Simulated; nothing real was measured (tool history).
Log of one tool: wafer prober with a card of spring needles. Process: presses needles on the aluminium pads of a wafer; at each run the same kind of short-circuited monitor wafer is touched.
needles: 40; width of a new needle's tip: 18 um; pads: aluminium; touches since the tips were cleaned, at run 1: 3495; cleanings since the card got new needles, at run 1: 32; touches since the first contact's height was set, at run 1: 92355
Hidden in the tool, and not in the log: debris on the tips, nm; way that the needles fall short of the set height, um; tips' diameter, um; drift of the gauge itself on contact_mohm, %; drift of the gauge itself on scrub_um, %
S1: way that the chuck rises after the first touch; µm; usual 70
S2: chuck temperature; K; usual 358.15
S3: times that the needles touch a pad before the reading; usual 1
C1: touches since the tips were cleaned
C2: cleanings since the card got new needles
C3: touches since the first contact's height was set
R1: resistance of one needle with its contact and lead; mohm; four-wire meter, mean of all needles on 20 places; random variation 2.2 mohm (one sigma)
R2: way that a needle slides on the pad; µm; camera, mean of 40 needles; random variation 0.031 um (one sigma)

run 1 hour=0 | S1=70 S2=358.15 S3=1 | C1=3495 C2=32 C3=92355 | R1=246 R2=12.35
-- hour=4.8 tips cleaned on abrasive film
-- hour=16.5 tips cleaned on abrasive film
run 2 hour=20.5 | S1=70 S2=358.15 S3=1 | C1=2169 C2=34 C3=103418 | R1=248 R2=12.3
-- hour=27.6 tips cleaned on abrasive film
-- hour=37.7 height of the first contact set anew
-- hour=39.9 tips cleaned on abrasive film
run 3 hour=41.8 | S1=70 S2=358.15 S3=1 | C1=1006 C2=36 C3=2189 | R1=242 R2=12.23
-- hour=51.3 tips cleaned on abrasive film
run 4 hour=58.6 | S1=70 S2=358.15 S3=1 | C1=3963 C2=37 C3=11300 | R1=244 R2=12.24
-- hour=63.6 tips cleaned on abrasive film
-- hour=74.5 tips cleaned on abrasive film
-- hour=84.5 tips cleaned on abrasive film
run 5 hour=84.5 | S1=70 S2=358.15 S3=1 | C1=0 C2=40 C3=25305 | R1=244 R2=12.31
-- hour=94.5 tips cleaned on abrasive film
run 6 hour=101.4 | S1=70 S2=358.15 S3=1 | C1=3777 C2=41 C3=34468 | R1=248 R2=12.27
-- hour=106 tips cleaned on abrasive film
-- hour=118.2 tips cleaned on abrasive film
-- hour=129.8 tips cleaned on abrasive film
run 7 hour=131.5 | S1=70 S2=358.15 S3=3 | C1=935 C2=44 C3=50723 | R1=249 R2=12.26
-- hour=140.8 tips cleaned on abrasive film
-- hour=152.7 tips cleaned on abrasive film
-- hour=164 tips cleaned on abrasive film
run 8 hour=166.8 | S1=70 S2=358.15 S3=3 | C1=1509 C2=47 C3=69809 | R1=250 R2=12.25
-- hour=175.6 tips cleaned on abrasive film
-- hour=187.4 tips cleaned on abrasive film
-- hour=197.7 tips cleaned on abrasive film
run 9 hour=197.7 | S1=70 S2=395.15 S3=1 | C1=0 C2=50 C3=86542 | R1=255 R2=12.24
-- hour=209.5 tips cleaned on abrasive film
-- hour=221.3 tips cleaned on abrasive film
run 10 hour=229.7 | S1=70 S2=308.15 S3=1 | C1=4558 C2=52 C3=103864 | R1=235 R2=12.29
-- hour=232.3 tips cleaned on abrasive film
-- hour=244.4 tips cleaned on abrasive film
-- hour=247.1 height of the first contact set anew
-- hour=255.5 tips cleaned on abrasive film
-- hour=267.5 tips cleaned on abrasive film
run 11 hour=269.7 | S1=87 S2=345.15 S3=1 | C1=1203 C2=56 C3=12211 | R1=236 R2=15.32
-- hour=279.7 tips cleaned on abrasive film
-- hour=289.9 tips cleaned on abrasive film
run 12 hour=289.9 | S1=51 S2=299.15 S3=1 | C1=0 C2=58 C3=23106 | R1=236 R2=8.95

4 ways to go on from here, each from the tool as it stands after run 12. What would each give?
-- hour=301.1 tips cleaned on abrasive film
-- hour=311.9 tips cleaned on abrasive film
-- hour=324.1 tips cleaned on abrasive film
run A hour=327.1 | S1=55 S2=358.15 S3=2 | C1=1632 C2=61 C3=43222 | R1=? R2=?
-- hour=301.1 tips cleaned on abrasive film
-- hour=311.9 tips cleaned on abrasive film
-- hour=324.1 tips cleaned on abrasive film
run B hour=327.1 | S1=68 S2=309.15 S3=2 | C1=1632 C2=61 C3=43222 | R1=? R2=?
-- hour=301.1 tips cleaned on abrasive film
-- hour=311.9 tips cleaned on abrasive film
-- hour=324.1 tips cleaned on abrasive film
run C hour=327.1 | S1=84 S2=336.15 S3=2 | C1=1632 C2=61 C3=43222 | R1=? R2=?
-- hour=301.1 tips cleaned on abrasive film
-- hour=311.9 tips cleaned on abrasive film
-- hour=324.1 tips cleaned on abrasive film
run D hour=327.1 | S1=51 S2=304.15 S3=1 | C1=1632 C2=61 C3=43222 | R1=? R2=?

run=A R1=252 R2=9.65
run=B R1=235 R2=11.97
run=C R1=238 R2=14.75
run=D R1=238 R2=8.9
Without the tool's hidden state the same runs would have given:
run=A R1=252 R2=9.65
run=B R1=234 R2=11.97
run=C R1=237 R2=14.75
run=D R1=237 R2=8.9
